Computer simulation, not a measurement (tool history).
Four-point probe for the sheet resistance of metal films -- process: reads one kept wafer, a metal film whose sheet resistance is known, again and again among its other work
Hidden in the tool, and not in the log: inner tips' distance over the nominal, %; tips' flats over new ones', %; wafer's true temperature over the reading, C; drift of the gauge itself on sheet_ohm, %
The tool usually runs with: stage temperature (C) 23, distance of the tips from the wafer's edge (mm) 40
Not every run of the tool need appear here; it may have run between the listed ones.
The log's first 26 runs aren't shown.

run   hour  stage temperature (C)  distance of the tips from the wafer's edge (mm)  touches since the probe head was changed  hours of work since the stage's thermometer was calibrated  sheet resistance as the instrument gives it (ohm/square)
 27  580.1                     23                                               19                                     51470                                                         631                                                  0.253891
 28  600.4                     29                                               40                                     52361                                                         643                                                  0.253743
 29  622.6                     25                                               28                                     53343                                                         655                                                  0.253786
 30  644.6                     20                                                5                                     54311                                                         667                                                  0.255823
 31  657.7                     34                                                3                                     54887                                                         675                                                  0.259647
 32  682.9                     24                                               14                                     55999                                                         689                                                  0.253853
 33  698.1                     24                                               14                                     56669                                                         697                                                  0.253841
 34  717.1                     35                                               73                                     57503                                                         708                                                  0.253678
 35    742                     35                                               73                                     58600                                                         722                                                  0.253684
 36  768.8                     35                                               38                                     59781                                                         737                                                  0.253625
 37  784.1                     27                                               10                                     60459                                                         746                                                  0.254002
 38  808.4                     27                                               10                                     61527                                                         759                                                  0.253993
 39  827.1                     32                                               38                                     62351                                                         770                                                  0.253491
 40  839.7                     19                                                7                                     62908                                                         777                                                  0.254352
 41  860.9                     19                                                7                                     63840                                                         789                                                  0.254343
 42  888.1                     21                                               21                                     65041                                                         804                                                  0.253363
 43  904.7                     34                                                3                                     65771                                                         813                                                  0.259251
 44  934.1                     34                                                3                                     67066                                                         830                                                  0.259191
 45  960.9                     32                                                6                                     68246                                                         845                                                  0.254693

Forecast each of these 4 alternatives for the next run:
  A  981.1                     21                                               40                                     69135                                                         856                                                         ?
  B  981.1                     31                                               40                                     69135                                                         856                                                         ?
  C  981.1                     31                                                6                                     69135                                                         856                                                         ?
  D  981.1                     23                                               31                                     69135                                                         856                                                         ?

run  sheet resistance as the instrument gives it (ohm/square)
  A                                                  0.253013
  B                                                  0.253139
  C                                                   0.25472
  D                                                  0.253136
Had the tool no hidden state, the same runs would have come out as:
run  sheet resistance as the instrument gives it (ohm/square)
  A                                                  0.256565
  B                                                  0.256695
  C                                                  0.258297
  D                                                   0.25669
